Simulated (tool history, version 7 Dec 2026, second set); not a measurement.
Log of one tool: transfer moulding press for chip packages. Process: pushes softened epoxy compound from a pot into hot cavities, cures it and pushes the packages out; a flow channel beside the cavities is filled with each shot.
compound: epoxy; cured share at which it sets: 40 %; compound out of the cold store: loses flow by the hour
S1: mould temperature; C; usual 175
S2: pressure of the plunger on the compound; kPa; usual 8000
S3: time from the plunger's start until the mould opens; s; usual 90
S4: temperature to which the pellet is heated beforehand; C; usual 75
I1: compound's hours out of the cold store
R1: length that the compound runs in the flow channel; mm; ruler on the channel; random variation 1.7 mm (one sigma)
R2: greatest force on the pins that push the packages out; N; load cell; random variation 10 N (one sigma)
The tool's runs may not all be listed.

run	hour	S1	S2	S3	S4	I1	R1	R2
1	0	175	8000	90	75	21.2	899	762
# hour 6.7: cavities cleaned with cleaning compound and waxed
# hour 43.7: cavities cleaned with cleaning compound and waxed
2	59.7	175	8000	90	75	29.1	862	633
# hour 84.9: cavities cleaned with cleaning compound and waxed
# hour 93.1: plunger's sealing rings changed
3	107.8	175	6550	90	75	21.5	825	660
# hour 127.8: cavities cleaned with cleaning compound and waxed
4	149.2	175	8000	90	75	44.2	816	699
# hour 166.5: cavities cleaned with cleaning compound and waxed
5	191.6	175	8000	90	75	44.6	809	733
# hour 207.2: cavities cleaned with cleaning compound and waxed
6	232.6	175	8000	90	75	13.6	927	711
# hour 248: cavities cleaned with cleaning compound and waxed
# hour 284: cavities cleaned with cleaning compound and waxed
# hour 292.7: plunger's sealing rings changed
7	302	168	8900	96	85	40.6	904	741
# hour 323.1: cavities cleaned with cleaning compound and waxed
8	347.9	168	8230	96	77	13.1	978	897
# hour 359.7: cavities cleaned with cleaning compound and waxed
# hour 399.8: cavities cleaned with cleaning compound and waxed
9	424.3	175	6600	79	75	25.7	798	811
# hour 438.3: cavities cleaned with cleaning compound and waxed
10	463.7	172	6250	78	73	30.7	763	970

3 ways to go on from here, each from the tool as it stands after run 10. What would each give?
# hour 475.5: cavities cleaned with cleaning compound and waxed
# hour 494.7: plunger's sealing rings changed
# hour 516.8: cavities cleaned with cleaning compound and waxed
# hour 558.1: cavities cleaned with cleaning compound and waxed
A	561.6	169	7470	78	73	23.6	?	?
# hour 475.5: cavities cleaned with cleaning compound and waxed
# hour 494.7: plunger's sealing rings changed
# hour 516.8: cavities cleaned with cleaning compound and waxed
# hour 558.1: cavities cleaned with cleaning compound and waxed
B	561.6	176	8000	90	73	33.9	?	?
# hour 475.5: cavities cleaned with cleaning compound and waxed
# hour 494.7: plunger's sealing rings changed
# hour 516.8: cavities cleaned with cleaning compound and waxed
# hour 558.1: cavities cleaned with cleaning compound and waxed
C	561.6	175	8000	90	72	9.2	?	?

run	R1	R2
A	881	775
B	853	495
C	957	516
Without the tool's hidden state the same runs would have given:
run	R1	R2
A	894	773
B	865	465
C	970	490

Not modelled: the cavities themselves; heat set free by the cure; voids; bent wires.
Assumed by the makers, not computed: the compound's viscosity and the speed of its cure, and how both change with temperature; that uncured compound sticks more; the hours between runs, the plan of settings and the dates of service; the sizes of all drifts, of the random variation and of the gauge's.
